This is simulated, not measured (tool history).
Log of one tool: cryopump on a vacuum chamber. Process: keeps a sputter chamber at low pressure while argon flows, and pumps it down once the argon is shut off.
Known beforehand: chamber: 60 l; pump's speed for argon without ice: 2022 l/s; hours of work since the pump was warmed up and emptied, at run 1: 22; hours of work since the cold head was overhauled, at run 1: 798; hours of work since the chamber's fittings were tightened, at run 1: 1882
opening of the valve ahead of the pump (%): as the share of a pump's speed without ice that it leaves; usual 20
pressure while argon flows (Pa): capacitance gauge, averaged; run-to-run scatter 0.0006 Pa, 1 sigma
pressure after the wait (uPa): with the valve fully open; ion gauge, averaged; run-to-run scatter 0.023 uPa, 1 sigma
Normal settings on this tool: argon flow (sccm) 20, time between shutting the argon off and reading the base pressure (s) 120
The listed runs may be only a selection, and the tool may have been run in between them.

| run | hour | argon flow (sccm) | time between shutting the argon off and reading the base pressure (s) | opening of the valve ahead of the pump (%) | hours of work since the pump was warmed up and emptied | hours of work since the cold head was overhauled | hours of work since the chamber's fittings were tightened | pressure while argon flows (Pa) | pressure after the wait (uPa) |
|---|---|---|---|---|---|---|---|---|---|
| 1 | 0.0 | 20 | 120 | 20 | 22 | 798 | 1882 | 0.0833 | 1.65 |
| 2 | 43.0 | 34 | 120 | 20 | 59 | 836 | 1920 | 0.1421 | 1.70 |
| 3 | 77.0 | 20 | 120 | 20 | 89 | 866 | 1950 | 0.0846 | 1.79 |
| 4 | 142.9 | 20 | 120 | 20 | 147 | 924 | 2008 | 0.0861 | 1.78 |
| 5 | 223.5 | 12 | 120 | 20 | 218 | 995 | 2078 | 0.0519 | 1.91 |
| 6 | 292.7 | 12 | 60 | 20 | 279 | 1055 | 2139 | 0.0509 | 2.50 |
| 7 | 356.2 | 20 | 120 | 16 | 335 | 1111 | 2195 | 0.1081 | 2.04 |
| 8 | 432.5 | 20 | 120 | 16 | 402 | 1178 | 2262 | 0.1087 | 2.17 |
| 9 | 512.0 | 20 | 120 | 16 | 471 | 1248 | 2332 | 0.1098 | 2.24 |
| 10 | 572.8 | 20 | 120 | 16 | 525 | 1301 | 2385 | 0.1105 | 2.30 |
| 11 | 632.1 | 12 | 21 | 16 | 577 | 1353 | 2437 | 0.0665 | 5.13 |
| 12 | 696.0 | 35 | 120 | 31 | 633 | 1410 | 2493 | 0.1069 | 2.52 |
| 13 | 759.2 | 25 | 100 | 31 | 689 | 1465 | 2549 | 0.0770 | 2.72 |
|  | 801.8 | pump warmed up, emptied and cooled again |
| 14 | 806.1 | 20 | 103 | 15 | 4 | 1502 | 2586 | 0.1107 | 2.14 |
| 15 | 873.7 | 17 | 246 | 18 | 63 | 1561 | 2645 | 0.0798 | 1.72 |
| 16 | 925.8 | 25 | 246 | 19 | 109 | 1607 | 2691 | 0.1127 | 1.83 |
| 17 | 964.8 | 37 | 120 | 52 | 143 | 1641 | 2725 | 0.0624 | 2.16 |
| 18 | 1020.5 | 37 | 120 | 52 | 192 | 1690 | 2774 | 0.0622 | 2.23 |

Below are 5 alternative next runs, each starting from the tool's condition after run 18. Predict each:
| A | 1068.7 | 14 | 205 | 20 | 234 | 1733 | 2816 | ? | ? |
| B | 1068.7 | 9 | 165 | 20 | 234 | 1733 | 2816 | ? | ? |
| C | 1068.7 | 37 | 61 | 52 | 234 | 1733 | 2816 | ? | ? |
| D | 1068.7 | 32 | 117 | 38 | 234 | 1733 | 2816 | ? | ? |
| E | 1068.7 | 37 | 120 | 25 | 234 | 1733 | 2816 | ? | ? |

| run | pressure while argon flows (Pa) | pressure after the wait (uPa) |
|---|---|---|
| A | 0.0600 | 2.03 |
| B | 0.0391 | 2.13 |
| C | 0.0640 | 2.82 |
| D | 0.0746 | 2.29 |
| E | 0.1277 | 2.33 |
Take away the tool's hidden state, keep each run's random variation, and the runs would have read:
| run | pressure while argon flows (Pa) | pressure after the wait (uPa) |
|---|---|---|
| A | 0.0583 | 0.50 |
| B | 0.0380 | 0.55 |
| C | 0.0594 | 1.30 |
| D | 0.0706 | 0.75 |
| E | 0.1232 | 0.78 |
